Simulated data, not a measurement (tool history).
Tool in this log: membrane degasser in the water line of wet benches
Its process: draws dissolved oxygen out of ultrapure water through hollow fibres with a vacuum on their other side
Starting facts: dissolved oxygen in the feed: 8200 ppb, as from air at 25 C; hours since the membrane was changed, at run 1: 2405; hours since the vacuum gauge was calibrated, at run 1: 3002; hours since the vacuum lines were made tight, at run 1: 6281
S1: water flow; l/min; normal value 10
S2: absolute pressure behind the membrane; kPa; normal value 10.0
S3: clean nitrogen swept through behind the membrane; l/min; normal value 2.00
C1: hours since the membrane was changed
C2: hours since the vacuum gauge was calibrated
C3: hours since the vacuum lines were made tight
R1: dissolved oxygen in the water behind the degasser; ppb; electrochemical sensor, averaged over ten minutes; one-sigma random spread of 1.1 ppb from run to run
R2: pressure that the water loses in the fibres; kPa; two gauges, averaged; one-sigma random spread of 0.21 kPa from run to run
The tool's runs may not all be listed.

| run | day | S1 | S2 | S3 | C1 | C2 | C3 | R1 | R2 |
|---|---|---|---|---|---|---|---|---|---|
| 1 | 0.000 | 10 | 10.0 | 2.00 | 2405 | 3002 | 6281 | 116.2 | 51.79 |
| 2 | 8.046 | 12 | 10.0 | 2.00 | 2598 | 3195 | 6474 | 141.4 | 61.74 |
| 3 | 12.975 | 10 | 10.0 | 2.00 | 2717 | 3313 | 6592 | 115.7 | 51.40 |
| 4 | 19.083 | 10 | 10.0 | 2.00 | 2863 | 3459 | 6739 | 115.1 | 51.40 |
| 5 | 26.379 | 10 | 10.0 | 2.00 | 3038 | 3635 | 6914 | 117.4 | 51.64 |
| 6 | 32.758 | 10 | 10.0 | 2.00 | 3191 | 3788 | 7067 | 118.8 | 51.20 |
| 7 | 41.358 | 10 | 10.0 | 2.00 | 3398 | 3994 | 7274 | 118.5 | 51.60 |
| 8 | 47.038 | 10 | 10.0 | 2.00 | 3534 | 4130 | 7410 | 119.8 | 51.60 |
| 9 | 52.296 | 10 | 10.0 | 2.00 | 3660 | 4257 | 7536 | 118.8 | 51.09 |
| 10 | 60.533 | 10 | 10.0 | 2.00 | 3858 | 4454 | 7734 | 121.8 | 52.02 |
| 11 | 65.500 | 10 | 11.2 | 2.00 | 3977 | 4573 | 7853 | 133.2 | 51.98 |
| 12 | 72.508 | 10 | 22.5 | 2.00 | 4145 | 4742 | 8021 | 274.5 | 51.33 |
| 13 | 78.558 | 10 | 22.5 | 2.00 | 4291 | 4887 | 8166 | 275.5 | 51.62 |
| 14 | 82.533 | 10 | 6.9 | 2.00 | 4386 | 4982 | 8262 | 80.5 | 51.58 |
| 15 | 87.946 | 10 | 6.9 | 2.00 | 4516 | 5112 | 8392 | 79.9 | 51.39 |
| 16 | 96.292 | 10 | 10.0 | 2.00 | 4716 | 5312 | 8592 | 118.1 | 51.31 |
| 17 | 103.392 | 10 | 10.0 | 2.00 | 4887 | 5483 | 8762 | 120.6 | 51.31 |
| 18 | 107.821 | 10 | 10.0 | 2.00 | 4993 | 5589 | 8869 | 119.3 | 51.25 |
| 19 | 114.479 | 10 | 10.0 | 1.86 | 5153 | 5749 | 9028 | 126.6 | 51.33 |
| 20 | 119.042 | 7 | 9.9 | 1.14 | 5262 | 5859 | 9138 | 127.3 | 36.06 |
| 21 | 122.808 | 7 | 13.1 | 2.00 | 5353 | 5949 | 9228 | 112.5 | 35.89 |
| 22 | 127.362 | 7 | 6.7 | 2.00 | 5462 | 6058 | 9338 | 49.9 | 36.19 |
| 23 | 133.917 | 7 | 6.7 | 2.00 | 5619 | 6216 | 9495 | 51.4 | 36.56 |
| 24 | 142.808 | 11 | 18.0 | 2.00 | 5833 | 6429 | 9708 | 241.3 | 56.84 |
| 25 | 146.812 | 11 | 22.2 | 3.33 | 5929 | 6525 | 9804 | 202.9 | 56.90 |
|  | 149.250 | seals of the vacuum lines changed |
| 26 | 153.012 | 10 | 16.9 | 2.00 | 6076 | 6672 | 90 | 199.8 | 51.97 |
| 27 | 158.938 | 10 | 21.2 | 3.42 | 6218 | 6814 | 233 | 161.8 | 51.70 |
| 28 | 164.133 | 10 | 24.9 | 3.42 | 6342 | 6939 | 357 | 189.3 | 51.80 |
| 29 | 167.996 | 7 | 10.4 | 2.58 | 6435 | 7031 | 450 | 66.5 | 36.05 |
| 30 | 172.117 | 10 | 9.4 | 2.23 | 6534 | 7130 | 549 | 101.9 | 51.80 |
| 31 | 177.967 | 10 | 10.0 | 1.33 | 6674 | 7271 | 689 | 157.7 | 51.95 |
| 32 | 185.975 | 10 | 10.0 | 1.33 | 6867 | 7463 | 881 | 157.2 | 52.19 |
| 33 | 192.712 | 6 | 10.0 | 2.13 | 7028 | 7625 | 1043 | 61.2 | 31.02 |

Here are 3 independent what-if runs from the current tool condition. What would each one return?
|  | 198.054 | vacuum gauge calibrated |
| A | 199.483 | 7 | 10.0 | 2.13 | 7190 | 34 | 1205 | ? | ? |
|  | 198.054 | vacuum gauge calibrated |
| B | 199.483 | 9 | 10.0 | 2.82 | 7190 | 34 | 1205 | ? | ? |
|  | 198.054 | vacuum gauge calibrated |
| C | 199.483 | 9 | 13.3 | 2.10 | 7190 | 34 | 1205 | ? | ? |

| run | R1 | R2 |
|---|---|---|
| A | 71.4 | 36.58 |
| B | 80.0 | 46.69 |
| C | 131.0 | 46.57 |
Had the tool no hidden state, the same runs would have come out as:
| run | R1 | R2 |
|---|---|---|
| A | 68.8 | 35.91 |
| B | 76.6 | 45.83 |
| C | 127.2 | 45.71 |
